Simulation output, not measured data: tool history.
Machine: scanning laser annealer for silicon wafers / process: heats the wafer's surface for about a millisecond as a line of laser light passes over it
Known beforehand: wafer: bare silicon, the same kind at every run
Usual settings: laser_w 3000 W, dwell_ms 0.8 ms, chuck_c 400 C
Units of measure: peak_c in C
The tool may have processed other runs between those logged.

{"run": 1, "hour": 0.0, "laser_w": 3000, "dwell_ms": 0.8, "chuck_c": 400, "peak_c": 1117}
{"run": 2, "hour": 20.1, "laser_w": 3000, "dwell_ms": 0.8, "chuck_c": 400, "peak_c": 1119}
{"run": 3, "hour": 40.1, "laser_w": 3000, "dwell_ms": 0.8, "chuck_c": 400, "peak_c": 1116}
{"run": 4, "hour": 64.2, "laser_w": 3000, "dwell_ms": 0.8, "chuck_c": 400, "peak_c": 1116}
{"run": 5, "hour": 78.0, "laser_w": 3000, "dwell_ms": 0.8, "chuck_c": 400, "peak_c": 1115}
{"run": 6, "hour": 101.5, "laser_w": 3000, "dwell_ms": 0.8, "chuck_c": 400, "peak_c": 1115}
{"run": 7, "hour": 132.7, "laser_w": 3000, "dwell_ms": 0.8, "chuck_c": 400, "peak_c": 1113}
{"run": 8, "hour": 153.5, "laser_w": 2737, "dwell_ms": 0.8, "chuck_c": 400, "peak_c": 1035}
{"run": 9, "hour": 184.3, "laser_w": 3123, "dwell_ms": 0.653, "chuck_c": 400, "peak_c": 1077}
{"run": 10, "hour": 209.0, "laser_w": 2970, "dwell_ms": 0.921, "chuck_c": 400, "peak_c": 1145}
{"hour": 216.2, "done": "optics aligned, line set to its width"}
{"run": 11, "hour": 230.2, "laser_w": 2970, "dwell_ms": 0.921, "chuck_c": 400, "peak_c": 1146}
{"run": 12, "hour": 246.6, "laser_w": 3211, "dwell_ms": 0.892, "chuck_c": 364, "peak_c": 1173}
{"run": 13, "hour": 268.8, "laser_w": 3024, "dwell_ms": 0.891, "chuck_c": 400, "peak_c": 1148}
{"run": 14, "hour": 291.7, "laser_w": 3024, "dwell_ms": 0.891, "chuck_c": 400, "peak_c": 1146}

Some steps in peak_c, run to run, broken into two amounts with sign: the step expected even without the hidden condition (settings, incoming material, random variation), and the rest, left for the hidden condition together with whatever gauge scatter is not in both the measured and the hidden-condition-free result:
What the log doesn't record here: light that passes the window, % of a clean one's; laser's true power over the reading, %; width of the line over the set one, %; drift of the gauge itself on peak_c, C.
Run 7 -> 8: laser_w 3000 -> 2737. peak_c -78 C: hidden state +1, all else -79.
Run 9 -> 10: laser_w 3123 -> 2970, dwell_ms 0.653 -> 0.921. peak_c +68 C: hidden state -4, all else +72.

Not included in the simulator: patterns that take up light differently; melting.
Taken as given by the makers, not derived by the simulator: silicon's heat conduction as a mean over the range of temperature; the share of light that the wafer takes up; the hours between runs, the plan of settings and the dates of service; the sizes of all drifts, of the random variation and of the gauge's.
